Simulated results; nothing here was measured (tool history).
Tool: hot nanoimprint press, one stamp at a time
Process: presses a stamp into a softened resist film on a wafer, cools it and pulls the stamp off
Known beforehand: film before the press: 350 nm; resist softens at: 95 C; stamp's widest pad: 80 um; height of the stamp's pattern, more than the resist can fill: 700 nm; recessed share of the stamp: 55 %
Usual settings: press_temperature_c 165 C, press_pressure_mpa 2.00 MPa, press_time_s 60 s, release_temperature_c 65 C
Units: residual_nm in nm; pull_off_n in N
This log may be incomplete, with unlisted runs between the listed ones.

run 1 hour=0.0 | press_temperature_c=165 press_pressure_mpa=2.00 press_time_s=60 release_temperature_c=65 | residual_nm=146.0 pull_off_n=222
run 2 hour=10.8 | press_temperature_c=165 press_pressure_mpa=2.00 press_time_s=60 release_temperature_c=56 | residual_nm=148.4 pull_off_n=269
run 3 hour=23.6 | press_temperature_c=165 press_pressure_mpa=2.00 press_time_s=60 release_temperature_c=56 | residual_nm=149.0 pull_off_n=270
run 4 hour=34.2 | press_temperature_c=165 press_pressure_mpa=2.00 press_time_s=60 release_temperature_c=71 | residual_nm=148.9 pull_off_n=205
run 5 hour=54.1 | press_temperature_c=165 press_pressure_mpa=2.00 press_time_s=60 release_temperature_c=71 | residual_nm=149.8 pull_off_n=210
run 6 hour=73.9 | press_temperature_c=165 press_pressure_mpa=2.00 press_time_s=64 release_temperature_c=65 | residual_nm=146.8 pull_off_n=247
run 7 hour=90.9 | press_temperature_c=165 press_pressure_mpa=2.00 press_time_s=64 release_temperature_c=65 | residual_nm=146.7 pull_off_n=255
-- hour=111.7 plate thermocouple calibrated
run 8 hour=111.7 | press_temperature_c=165 press_pressure_mpa=2.00 press_time_s=64 release_temperature_c=65 | residual_nm=139.6 pull_off_n=258
run 9 hour=134.7 | press_temperature_c=165 press_pressure_mpa=2.00 press_time_s=60 release_temperature_c=65 | residual_nm=143.9 pull_off_n=265
run 10 hour=148.1 | press_temperature_c=165 press_pressure_mpa=2.32 press_time_s=60 release_temperature_c=65 | residual_nm=130.4 pull_off_n=268
run 11 hour=163.8 | press_temperature_c=165 press_pressure_mpa=2.32 press_time_s=60 release_temperature_c=65 | residual_nm=132.3 pull_off_n=271
run 12 hour=187.0 | press_temperature_c=165 press_pressure_mpa=2.00 press_time_s=60 release_temperature_c=65 | residual_nm=144.3 pull_off_n=287
run 13 hour=207.0 | press_temperature_c=165 press_pressure_mpa=2.00 press_time_s=60 release_temperature_c=65 | residual_nm=143.8 pull_off_n=297
-- hour=215.1 stamp cleaned and given a new release coat
run 14 hour=233.0 | press_temperature_c=165 press_pressure_mpa=2.00 press_time_s=60 release_temperature_c=65 | residual_nm=143.0 pull_off_n=173
run 15 hour=244.5 | press_temperature_c=165 press_pressure_mpa=2.00 press_time_s=60 release_temperature_c=65 | residual_nm=145.7 pull_off_n=177
run 16 hour=262.0 | press_temperature_c=165 press_pressure_mpa=2.00 press_time_s=60 release_temperature_c=65 | residual_nm=144.9 pull_off_n=184
run 17 hour=278.4 | press_temperature_c=157 press_pressure_mpa=1.31 press_time_s=60 release_temperature_c=65 | residual_nm=249.8 pull_off_n=199
run 18 hour=294.4 | press_temperature_c=157 press_pressure_mpa=1.31 press_time_s=60 release_temperature_c=65 | residual_nm=250.2 pull_off_n=201
run 19 hour=306.1 | press_temperature_c=163 press_pressure_mpa=1.48 press_time_s=54 release_temperature_c=63 | residual_nm=193.1 pull_off_n=206
run 20 hour=324.4 | press_temperature_c=177 press_pressure_mpa=1.48 press_time_s=81 release_temperature_c=63 | residual_nm=95.7 pull_off_n=223
run 21 hour=345.3 | press_temperature_c=165 press_pressure_mpa=2.68 press_time_s=73 release_temperature_c=63 | residual_nm=116.3 pull_off_n=222
run 22 hour=358.8 | press_temperature_c=165 press_pressure_mpa=2.68 press_time_s=73 release_temperature_c=63 | residual_nm=116.3 pull_off_n=229
run 23 hour=373.2 | press_temperature_c=164 press_pressure_mpa=1.63 press_time_s=69 release_temperature_c=65 | residual_nm=167.2 pull_off_n=220
run 24 hour=391.6 | press_temperature_c=165 press_pressure_mpa=2.00 press_time_s=51 release_temperature_c=65 | residual_nm=155.7 pull_off_n=231
run 25 hour=409.6 | press_temperature_c=165 press_pressure_mpa=2.00 press_time_s=88 release_temperature_c=59 | residual_nm=131.8 pull_off_n=275
run 26 hour=430.6 | press_temperature_c=165 press_pressure_mpa=1.25 press_time_s=118 release_temperature_c=53 | residual_nm=156.1 pull_off_n=321
run 27 hour=448.2 | press_temperature_c=166 press_pressure_mpa=1.60 press_time_s=56 release_temperature_c=65 | residual_nm=167.8 pull_off_n=251
run 28 hour=469.4 | press_temperature_c=166 press_pressure_mpa=1.60 press_time_s=84 release_temperature_c=71 | residual_nm=146.5 pull_off_n=231
run 29 hour=488.2 | press_temperature_c=165 press_pressure_mpa=2.00 press_time_s=31 release_temperature_c=64 | residual_nm=186.4 pull_off_n=271

For some of the steps in residual_nm from one run to the next: how much would appear even if the tool had no hidden state, given the settings, what came in and random variation, and how much remains for the hidden state plus any gauge scatter that the measured result and the result without hidden state don't share?
Hidden conditions of the tool in this case: true temperature over the reading, C; pressure that arrives at the usual setting, %; grip of the stamp's worn release coat, % over a new coat's; drift of the gauge itself on residual_nm, %; drift of the gauge itself on pull_off_n, %.
Run 7 -> 8: plate thermocouple calibrated. residual_nm -7.1 nm: hidden state -7.7, all else +0.6.
Run 16 -> 17: press_temperature_c 165 -> 157, press_pressure_mpa 2.00 -> 1.31. residual_nm +104.9 nm: hidden state +1.1, all else +103.8.
Run 19 -> 20: press_temperature_c 163 -> 177, press_time_s 54 -> 81. residual_nm -97.4 nm: hidden state -2.2, all else -95.2.
